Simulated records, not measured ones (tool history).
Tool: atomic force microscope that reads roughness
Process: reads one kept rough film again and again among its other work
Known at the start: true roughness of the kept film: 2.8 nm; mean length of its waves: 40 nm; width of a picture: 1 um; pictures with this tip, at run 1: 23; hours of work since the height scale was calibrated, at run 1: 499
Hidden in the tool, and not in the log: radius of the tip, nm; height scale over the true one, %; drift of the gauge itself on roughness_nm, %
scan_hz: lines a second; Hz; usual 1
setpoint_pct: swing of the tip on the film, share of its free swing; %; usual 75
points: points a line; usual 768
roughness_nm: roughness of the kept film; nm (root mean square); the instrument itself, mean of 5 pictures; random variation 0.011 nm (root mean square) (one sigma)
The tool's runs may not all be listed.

run    hour  scan_hz  setpoint_pct  points  pictures with this tip  hours of work since the height scale was calibrated  roughness_nm
  1       0        1            75     768                      23                                                  499         2.401
  2    20.7        1            64     768                      43                                                  508         2.479
  3    52.1        1            75     341                      75                                                  521         2.358
  4    81.9        1            75     341                     105                                                  533         2.299
  5   100.9        1            75     610                     124                                                  541         2.289
  6   130.1        1            75     610                     153                                                  553         2.237
  7   158.6     0.63            75     768                     182                                                  565          2.28
  8   185.7     0.63            75     768                     209                                                  576         2.236
  9   203.8        1            58     768                     227                                                  584         2.245
 10   241.6        1            58     768                     265                                                  599           2.2
 11     258        1            58     768                     281                                                  606         2.184
 12   273.6        1            58     768                     297                                                  612         2.165
 13   307.6     0.59            75     768                     331                                                  627         2.079
 14   334.3     0.59            75     874                     357                                                  638         2.074
      348.8  -- new tip fitted
 15   369.3     0.59            75     874                      20                                                  652         2.498
 16     394     0.59            75     874                      45                                                  662         2.439
 17   415.5     0.59            75     874                      66                                                  671         2.429
 18   437.1     1.02            75     874                      88                                                  680         2.326
 19   471.5     0.96            75     768                     122                                                  694          2.29
 20   491.3     2.55            75     768                     142                                                  702         2.057
 21   520.6     2.55            75     768                     172                                                  715         2.001
 22   550.4     1.04            70    1007                     201                                                  727         2.199
 23   567.9        1            79     489                     219                                                  734         2.127
 24   599.7        1            79     489                     251                                                  747          2.08
 25   634.3      3.8            90     362                     286                                                  762         1.419
 26   651.3     0.85            69     709                     303                                                  769         2.112
 27   669.3     1.32            88     709                     321                                                  776          1.86
 28   699.5     3.33            73     709                     351                                                  789         1.785
      721.7  -- new tip fitted
 29   732.8     3.33            73     709                      11                                                  802          2.15
 30   750.8     3.33            73     709                      29                                                  810         2.135
 31   775.6     1.57            72     311                      54                                                  820          2.31
 32   797.1     1.57            72     311                      75                                                  829         2.299
 33     829     1.57            72     302                     107                                                  842         2.261
 34   856.6     3.24            71     256                     135                                                  853         2.052
 35   893.8     0.68            79     578                     172                                                  869         2.238
 36     912     3.82            66     274                     190                                                  876         2.011
 37   935.9     3.72            65     768                     214                                                  886         2.032
 38   971.1     2.25            75     482                     249                                                  901         1.979
 39   987.2     2.25            75     482                     266                                                  907         1.959
 40  1009.5     2.25            75     482                     288                                                  917         1.938

How the hidden state differs across the entries between the runs, from the last listed run before each to the first after it:
Between runs 14 and 15: new tip fitted (hour 348.8)
  radius of the tip, nm: 46.2 -> 12.7; height scale over the true one, %: 1.33 -> 1.36
  measured less the result without the state, roughness_nm: -0.451 -> -0.009 nm (root mean square)
Between runs 28 and 29: new tip fitted (hour 721.7)
  radius of the tip, nm: 46.1 -> 12.1; height scale over the true one, %: 1.66 -> 1.69
  measured less the result without the state, roughness_nm: -0.381 -> +0.007 nm (root mean square)
